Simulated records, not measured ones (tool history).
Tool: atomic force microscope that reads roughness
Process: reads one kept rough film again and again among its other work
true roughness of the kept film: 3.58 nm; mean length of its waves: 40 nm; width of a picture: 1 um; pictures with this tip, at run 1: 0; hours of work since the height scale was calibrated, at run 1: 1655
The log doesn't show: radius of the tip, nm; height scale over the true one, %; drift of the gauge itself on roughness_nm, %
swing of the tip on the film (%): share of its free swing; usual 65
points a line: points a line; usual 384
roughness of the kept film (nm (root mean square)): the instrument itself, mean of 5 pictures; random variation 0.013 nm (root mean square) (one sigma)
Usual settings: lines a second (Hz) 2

run,day,lines a second (Hz),swing of the tip on the film (%),points a line,pictures with this tip,hours of work since the height scale was calibrated,roughness of the kept film (nm (root mean square))
1,0,2,65,384,0,1655,3.224
2,2.288,2,65,384,71,1687,3.057
3,4.729,2,65,384,147,1720,2.871
4,7.817,2,65,384,242,1763,2.699
# day 9.271: new tip fitted
5,10.679,2,65,384,43,1802,3.125
6,12.85,2,65,384,111,1831,2.982
7,14.725,2,71,384,169,1857,2.823
8,16.325,2.84,65,384,218,1879,2.716
# day 18.721: new tip fitted
9,19.775,2.84,65,384,33,1926,3.121
10,21.879,2.84,65,384,98,1955,3.014
11,23.908,2,65,384,161,1983,2.91
12,25.712,2,65,384,217,2007,2.784
# day 28.054: new tip fitted
13,28.692,2,65,384,19,2048,3.2
14,30.167,2,65,384,65,2068,3.078
# day 30.471: height scale calibrated on a step standard
15,33.192,2,65,384,157,37,2.913
16,36.158,2,65,384,249,78,2.754
# day 37.375: new tip fitted
17,38.1,2,65,384,23,104,3.23
18,40.946,2,65,384,111,143,3.016
19,43.112,2,78,384,178,173,2.798
20,46.488,2,78,384,283,219,2.593
# day 46.717: new tip fitted
# day 47.717: height scale calibrated on a step standard, once more
21,48.262,0.63,66,340,47,7,3.138
22,49.996,0.63,66,340,101,31,2.996
23,51.433,1.55,68,325,145,51,2.872
24,54,1.55,68,325,225,86,2.725
# day 55.975: new tip fitted
25,56.758,2.85,75,892,25,124,3.035
26,58.762,2.85,75,892,87,151,2.865
27,61.075,2.85,75,892,158,183,2.745
28,64.096,2.48,62,418,252,224,2.649
# day 65.275: new tip fitted
29,67.329,1.22,55,310,64,268,3.078
30,69.475,1.22,55,310,130,298,2.929
31,72.575,2,89,384,226,340,2.543
# day 74.683: new tip fitted
32,75.738,2,89,384,33,383,2.946
33,77.492,0.52,89,543,87,407,2.989
34,80.083,0.52,89,543,167,443,2.817
35,82.412,2,64,384,239,475,2.699
# day 83.921: new tip fitted
36,83.925,3.05,65,700,1,495,3.16
37,85.6,1.23,82,785,52,518,3.039
38,88.958,2,66,384,156,564,2.835
39,90.754,2,65,316,212,589,2.733

Measured less the same run without the tool's hidden state. The same run-to-run variation is in both; the gauge's scatter may not be:
run,roughness of the kept film (nm (root mean square))
1,+0.026
2,-0.137
3,-0.305
4,-0.481
5,-0.054
6,-0.213
7,-0.334
8,-0.423
9,-0.025
10,-0.164
11,-0.288
12,-0.399
13,+0.006
14,-0.097
15,-0.275
16,-0.449
17,+0.026
18,-0.187
19,-0.327
20,-0.501
21,-0.121
22,-0.244
23,-0.33
24,-0.486
25,-0.055
26,-0.208
27,-0.356
28,-0.531
29,-0.166
30,-0.31
31,-0.471
32,-0.075
33,-0.208
34,-0.369
35,-0.499
36,-0.006
37,-0.123
38,-0.355
39,-0.468

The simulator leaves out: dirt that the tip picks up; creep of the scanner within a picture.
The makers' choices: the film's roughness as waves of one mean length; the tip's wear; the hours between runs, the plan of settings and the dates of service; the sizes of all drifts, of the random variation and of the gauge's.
